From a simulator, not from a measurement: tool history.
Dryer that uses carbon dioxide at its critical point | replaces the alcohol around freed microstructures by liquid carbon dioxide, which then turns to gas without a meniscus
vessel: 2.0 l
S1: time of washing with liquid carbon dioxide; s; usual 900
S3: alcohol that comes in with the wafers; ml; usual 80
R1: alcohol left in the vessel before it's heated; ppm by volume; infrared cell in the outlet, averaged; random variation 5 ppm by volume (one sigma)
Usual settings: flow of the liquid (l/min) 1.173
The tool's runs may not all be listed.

Run 1, hour 0.0: usual settings. Result: R1 94 ppm by volume.
Run 2, hour 4.7: usual settings. Result: R1 89 ppm by volume.
Run 3, hour 11.9: usual settings. Result: R1 102 ppm by volume.
Run 4, hour 22.2: usual settings. Result: R1 113 ppm by volume.
Run 5, hour 29.9: usual settings. Result: R1 105 ppm by volume.
Run 6, hour 39.4: usual settings. Result: R1 107 ppm by volume.
At hour 48.9: inlet filter changed.
Run 7, hour 50.5: usual settings but S1 1020 s, flow of the liquid (l/min) 0.900, S3 29 ml. Result: R1 75 ppm by volume.

Run 8 comes next. What will it give?
Run 8, hour 61.3: usual settings but S1 780 s. Result: R1 ?.

R1: 127 ppm by volume
Without the tool's hidden state the same run would have given R1 62 ppm by volume.

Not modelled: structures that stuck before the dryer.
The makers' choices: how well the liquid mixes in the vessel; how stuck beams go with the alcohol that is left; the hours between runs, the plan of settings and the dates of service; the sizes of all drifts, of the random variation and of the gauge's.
